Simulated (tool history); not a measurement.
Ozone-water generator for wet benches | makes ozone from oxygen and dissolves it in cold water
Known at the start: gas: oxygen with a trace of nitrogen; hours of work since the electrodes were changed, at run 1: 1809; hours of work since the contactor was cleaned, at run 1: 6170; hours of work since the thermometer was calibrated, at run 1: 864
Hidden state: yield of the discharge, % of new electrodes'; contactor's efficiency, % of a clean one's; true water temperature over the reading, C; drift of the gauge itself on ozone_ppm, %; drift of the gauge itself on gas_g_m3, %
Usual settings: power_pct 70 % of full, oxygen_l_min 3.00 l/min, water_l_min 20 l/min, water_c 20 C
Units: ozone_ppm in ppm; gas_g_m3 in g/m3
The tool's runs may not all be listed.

run	hour	power_pct	oxygen_l_min	water_l_min	water_c	hours of work since the electrodes were changed	hours of work since the contactor was cleaned	hours of work since the thermometer was calibrated	ozone_ppm	gas_g_m3
1	0.0	70	3.00	20	20	1809	6170	864	18.2	210.0
2	60.5	70	3.00	20	20	1854	6215	909	17.6	215.0
3	118.7	70	3.00	20	20	1898	6259	953	17.5	213.1
4	169.0	70	3.00	20	20	1935	6296	991	17.4	213.5
5	218.8	70	3.00	20	20	1973	6334	1028	17.8	213.6
6	295.1	70	3.00	27	20	2030	6391	1085	13.1	212.6
7	369.6	70	4.69	21	20	2085	6446	1141	19.2	180.7
8	425.8	70	3.94	21	20	2127	6489	1183	18.2	191.9
9	462.1	70	3.94	21	20	2154	6516	1210	17.9	191.3
10	530.5	59	3.00	20	20	2206	6567	1261	15.9	192.8

3 ways to go on from here, each from the tool as it stands after run 10. What would each give?
A	584.3	92	3.00	27	17	2246	6607	1301	?	?
B	584.3	56	3.00	20	20	2246	6607	1301	?	?
C	584.3	70	3.00	20	13	2246	6607	1301	?	?

run	ozone_ppm	gas_g_m3
A	16.0	247.9
B	15.5	185.4
C	18.7	211.3
Without the tool's hidden state the same runs would have given:
run	ozone_ppm	gas_g_m3
A	17.3	258.7
B	16.5	191.3
C	20.0	219.1

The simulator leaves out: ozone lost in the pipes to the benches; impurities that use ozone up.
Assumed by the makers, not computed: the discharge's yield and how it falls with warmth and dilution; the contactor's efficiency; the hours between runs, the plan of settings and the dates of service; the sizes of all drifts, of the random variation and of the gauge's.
